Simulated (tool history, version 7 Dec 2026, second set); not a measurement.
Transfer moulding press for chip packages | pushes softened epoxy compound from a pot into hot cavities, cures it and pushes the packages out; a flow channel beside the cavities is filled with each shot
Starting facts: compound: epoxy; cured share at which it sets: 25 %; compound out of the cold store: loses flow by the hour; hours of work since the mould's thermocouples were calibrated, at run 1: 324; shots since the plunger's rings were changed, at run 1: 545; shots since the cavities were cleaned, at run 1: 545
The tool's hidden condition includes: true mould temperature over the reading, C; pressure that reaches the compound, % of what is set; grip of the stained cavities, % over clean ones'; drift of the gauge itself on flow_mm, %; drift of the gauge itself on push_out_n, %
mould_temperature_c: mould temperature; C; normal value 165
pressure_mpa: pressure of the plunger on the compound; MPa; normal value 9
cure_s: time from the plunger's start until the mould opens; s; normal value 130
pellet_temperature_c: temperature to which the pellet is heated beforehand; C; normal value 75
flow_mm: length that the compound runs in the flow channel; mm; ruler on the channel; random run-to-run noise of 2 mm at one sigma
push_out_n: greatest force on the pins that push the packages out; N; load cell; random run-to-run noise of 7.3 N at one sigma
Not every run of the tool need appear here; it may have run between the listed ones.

| run | hour | mould_temperature_c | pressure_mpa | cure_s | pellet_temperature_c | hours of work since the mould's thermocouples were calibrated | shots since the plunger's rings were changed | shots since the cavities were cleaned | incoming compound's hours out of the cold store | flow_mm | push_out_n |
|---|---|---|---|---|---|---|---|---|---|---|---|
| 1 | 0 | 165 | 9 | 130 | 75 | 324 | 545 | 545 | 13.8 | 552 | 577 |
|  | 53.2 | cavities cleaned with cleaning compound and waxed |
| 2 | 53.2 | 165 | 9 | 130 | 82 | 360 | 1043 | 0 | 30.8 | 502 | 279 |
| 3 | 76.9 | 165 | 9 | 143 | 75 | 377 | 1272 | 229 | 19.3 | 530 | 391 |
| 4 | 99.4 | 165 | 9 | 130 | 75 | 393 | 1489 | 446 | 37.5 | 483 | 516 |
| 5 | 134 | 161 | 9 | 130 | 75 | 418 | 1822 | 779 | 29.6 | 514 | 770 |
|  | 162.2 | cavities cleaned with cleaning compound and waxed |
| 6 | 173.2 | 165 | 9 | 130 | 75 | 445 | 2185 | 106 | 25.3 | 510 | 346 |
| 7 | 224.2 | 165 | 9 | 122 | 75 | 481 | 2677 | 598 | 33.3 | 487 | 618 |
| 8 | 253.4 | 165 | 9 | 114 | 75 | 502 | 2958 | 879 | 16 | 534 | 783 |
|  | 273.1 | cavities cleaned with cleaning compound and waxed |
|  | 279.7 | plunger's sealing rings changed |
| 9 | 296.8 | 165 | 9 | 114 | 75 | 530 | 164 | 204 | 31.1 | 505 | 516 |
| 10 | 333.9 | 165 | 9 | 114 | 75 | 556 | 522 | 562 | 9.2 | 565 | 716 |
| 11 | 378.6 | 165 | 9 | 114 | 75 | 588 | 953 | 993 | 15.6 | 541 | 763 |
|  | 387.3 | cavities cleaned with cleaning compound and waxed |
| 12 | 418.2 | 165 | 9 | 169 | 74 | 615 | 1319 | 297 | 13.4 | 548 | 384 |
| 13 | 469.4 | 165 | 9 | 169 | 74 | 651 | 1813 | 791 | 12.5 | 547 | 486 |
|  | 497.4 | cavities cleaned with cleaning compound and waxed |
| 14 | 511.2 | 165 | 9 | 169 | 74 | 680 | 2202 | 134 | 33.3 | 492 | 311 |
|  | 535.7 | mould's thermocouples calibrated |
| 15 | 562 | 169 | 7.35 | 169 | 74 | 19 | 2671 | 603 | 40.1 | 424 | 447 |

4 ways to go on from here, each from the tool as it stands after run 15. What would each give?
| A | 598.5 | 165 | 7.97 | 130 | 70 | 45 | 3024 | 956 | 17.9 | ? | ? |
| B | 598.5 | 170 | 7.35 | 169 | 67 | 45 | 3024 | 956 | 44.4 | ? | ? |
| C | 598.5 | 165 | 9.69 | 130 | 78 | 45 | 3024 | 956 | 10 | ? | ? |
| D | 598.5 | 172 | 9 | 120 | 75 | 45 | 3024 | 956 | 11.3 | ? | ? |

| run | flow_mm | push_out_n |
|---|---|---|
| A | 502 | 690 |
| B | 409 | 492 |
| C | 578 | 686 |
| D | 535 | 539 |
Without the tool's hidden state the same runs would have given:
| run | flow_mm | push_out_n |
|---|---|---|
| A | 512 | 314 |
| B | 417 | 226 |
| C | 589 | 311 |
| D | 546 | 248 |

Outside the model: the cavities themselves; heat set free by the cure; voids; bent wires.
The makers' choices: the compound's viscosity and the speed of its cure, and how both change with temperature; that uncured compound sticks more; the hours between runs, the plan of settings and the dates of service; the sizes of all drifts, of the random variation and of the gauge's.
